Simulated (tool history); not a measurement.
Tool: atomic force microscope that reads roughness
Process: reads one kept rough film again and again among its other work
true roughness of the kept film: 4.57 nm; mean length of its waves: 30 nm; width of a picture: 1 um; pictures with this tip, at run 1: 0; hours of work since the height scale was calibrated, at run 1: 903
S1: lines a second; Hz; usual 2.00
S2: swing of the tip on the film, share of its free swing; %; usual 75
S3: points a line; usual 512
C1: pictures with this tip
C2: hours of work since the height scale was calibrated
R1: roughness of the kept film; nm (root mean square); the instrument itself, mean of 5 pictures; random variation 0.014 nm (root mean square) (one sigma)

run    hour    S1  S2   S3   C1    C2     R1
  1     0.0  2.00  75  512    0   903  3.476
  2    49.0  2.00  75  512   77   935  3.042
  3    98.9  2.00  75  512  155   969  2.717
  4   138.2  2.00  75  512  217   995  2.509
      157.9  -- new tip fitted
  5   172.0  2.00  75  512   22  1017  3.365
  6   220.9  2.00  75  512   99  1049  3.007
  7   241.8  2.00  75  512  132  1063  2.826
  8   285.8  2.00  75  512  201  1092  2.595
      318.4  -- new tip fitted
  9   318.4  2.00  75  317    0  1113  3.429
 10   363.2  2.00  75  317   70  1143  3.055
 11   394.9  2.00  75  317  120  1164  2.843
 12   426.9  2.00  75  317  170  1185  2.665
 13   464.1  2.00  75  317  229  1210  2.451
      475.5  -- new tip fitted
 14   494.1  2.00  78  512   29  1230  3.215
 15   521.1  2.00  78  512   71  1248  2.966
 16   552.7  2.00  75  512  121  1268  2.825
 17   592.3  2.00  75  512  183  1295  2.626
 18   627.5  2.00  75  512  238  1318  2.440
      635.1  -- new tip fitted
 19   662.5  2.00  78  512   43  1341  3.172
 20   694.8  2.00  78  512   94  1362  2.978
 21   727.3  2.00  78  512  145  1384  2.718
 22   748.3  2.00  78  512  178  1398  2.638
 23   781.5  2.00  75  282  230  1420  2.501
      792.5  -- new tip fitted
 24   804.9  2.00  75  282   20  1435  3.318
 25   828.5  2.00  75  512   57  1451  3.150
 26   856.1  2.00  75  512  100  1469  2.936
 27   897.0  2.00  75  512  164  1496  2.694
 28   925.1  0.90  82  303  208  1515  2.641
      949.4  -- new tip fitted
 29   973.4  0.90  82  303   37  1547  3.411
 30  1010.9  0.90  82  303   96  1571  3.085
 31  1040.9  2.00  80  714  143  1591  2.679
 32  1075.1  2.00  62  512  197  1614  2.766
     1106.8  -- new tip fitted
 33  1119.3  2.00  75  468   19  1643  3.371
 34  1155.9  3.75  79  512   77  1667  2.620
 35  1201.4  3.75  79  512  148  1697  2.386
 36  1235.8  3.75  79  512  202  1720  2.206
 37  1262.0  3.43  60  346  243  1738  2.532
     1267.0  -- new tip fitted
 38  1295.2  3.43  60  346   45  1759  3.350
 39  1339.7  1.80  57  329  114  1789  3.181
 40  1375.6  2.36  80  554  171  1813  2.488
 41  1396.8  2.36  80  554  204  1827  2.402
     1427.3  -- new tip fitted
 42  1441.9  0.77  57  688   23  1856  3.779
 43  1488.6  2.00  86  607   96  1887  2.750
 44  1513.4  2.00  86  607  135  1904  2.586
 45  1551.8  2.00  86  607  195  1929  2.386
     1584.1  -- new tip fitted
 46  1596.5  2.00  86  607   20  1958  3.117
 47  1619.9  1.44  83  347   56  1974  3.168
 48  1640.3  2.50  61  370   88  1987  3.216
 49  1683.0  2.50  61  370  155  2016  2.919
 50  1715.2  2.50  61  370  206  2037  2.699
     1742.2  -- new tip fitted
 51  1743.9  1.43  78  664    3  2056  3.578
 52  1791.5  1.43  78  664   78  2087  3.143

Hidden state or all else? Some run-to-run changes of R1, split into what the settings, what came in and random variation would give without the hidden state, and what is left for the hidden state (with any gauge scatter that isn't in both results):
The hidden state here: radius of the tip, nm; height scale over the true one, %; drift of the gauge itself on roughness_nm, %.
Run 8 -> 9: S3 512 -> 317, new tip fitted. R1 +0.834 nm (root mean square): hidden state +0.878, all else -0.044.
Run 32 -> 33: S2 62 -> 75, S3 512 -> 468, new tip fitted. R1 +0.605 nm (root mean square): hidden state +0.886, all else -0.281.
Run 41 -> 42: S1 2.36 -> 0.77, S2 80 -> 57, S3 554 -> 688, new tip fitted. R1 +1.377 nm (root mean square): hidden state +0.737, all else +0.640.
Run 42 -> 43: S1 0.77 -> 2.00, S2 57 -> 86, S3 688 -> 607. R1 -1.029 nm (root mean square): hidden state -0.307, all else -0.722.
Run 50 -> 51: S1 2.50 -> 1.43, S2 61 -> 78, S3 370 -> 664, new tip fitted. R1 +0.879 nm (root mean square): hidden state +0.944, all else -0.065.
